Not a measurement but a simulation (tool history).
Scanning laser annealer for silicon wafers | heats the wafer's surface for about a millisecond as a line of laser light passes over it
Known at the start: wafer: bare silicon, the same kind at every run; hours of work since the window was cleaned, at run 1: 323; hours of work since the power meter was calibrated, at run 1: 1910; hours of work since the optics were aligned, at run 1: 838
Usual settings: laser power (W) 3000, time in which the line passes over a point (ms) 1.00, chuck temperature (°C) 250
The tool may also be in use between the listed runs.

run,hour,laser power (W),time in which the line passes over a point (ms),chuck temperature (°C),hours of work since the window was cleaned,hours of work since the power meter was calibrated,hours of work since the optics were aligned,highest temperature of the surface (°C)
1,0.0,3000,1.00,250,323,1910,838,1062
2,64.2,3000,1.00,250,358,1944,872,1069
3,150.3,3000,1.00,277,404,1991,918,1090
4,186.4,3000,1.00,277,423,2010,938,1089
5,247.8,3000,1.00,277,456,2043,971,1090
6,324.8,3000,1.00,277,498,2084,1012,1092
# hour 416.0: window over the wafer cleaned
7,416.0,3000,1.00,250,0,2132,1060,1069
8,457.8,3203,1.00,250,22,2154,1082,1117
9,544.1,3203,1.00,250,69,2201,1129,1119
# hour 603.5: optics aligned, line set to its width
10,615.6,3203,1.00,250,104,2237,6,1120
11,684.2,3203,1.00,250,141,2273,43,1122
12,745.5,3203,1.00,250,174,2306,76,1122
13,785.3,3203,1.00,250,196,2328,98,1119
14,851.3,3203,1.00,250,231,2363,133,1117
15,907.4,3203,1.00,260,261,2393,163,1128
16,947.1,3000,1.00,250,282,2414,184,1067
17,1030.7,3000,1.00,250,327,2459,229,1066
18,1094.7,3000,1.00,250,362,2494,264,1062
19,1142.0,3000,1.00,250,387,2519,289,1067
20,1230.4,3000,1.00,250,434,2567,336,1066
21,1283.3,3000,1.00,250,463,2595,365,1065
22,1347.0,2667,1.00,237,497,2629,399,963
23,1410.0,3044,0.72,250,531,2663,433,935
# hour 1438.6: window over the wafer cleaned
24,1457.2,3044,0.72,250,10,2687,457,933
25,1541.5,3044,0.72,250,55,2732,502,931
26,1602.3,3044,0.72,250,88,2765,535,933
27,1663.8,2727,0.73,220,121,2798,568,840
28,1750.4,2727,0.73,220,167,2845,614,838
29,1826.6,2727,0.73,220,208,2885,655,837
30,1899.3,2727,0.73,220,247,2924,694,836

Run 31 comes next. What will it give?
31,1981.4,3190,0.99,250,291,2968,738,?

Run 31 gave highest temperature of the surface (°C) 1112.
Without the tool's hidden state the same run would have given highest temperature of the surface (°C) 1113.

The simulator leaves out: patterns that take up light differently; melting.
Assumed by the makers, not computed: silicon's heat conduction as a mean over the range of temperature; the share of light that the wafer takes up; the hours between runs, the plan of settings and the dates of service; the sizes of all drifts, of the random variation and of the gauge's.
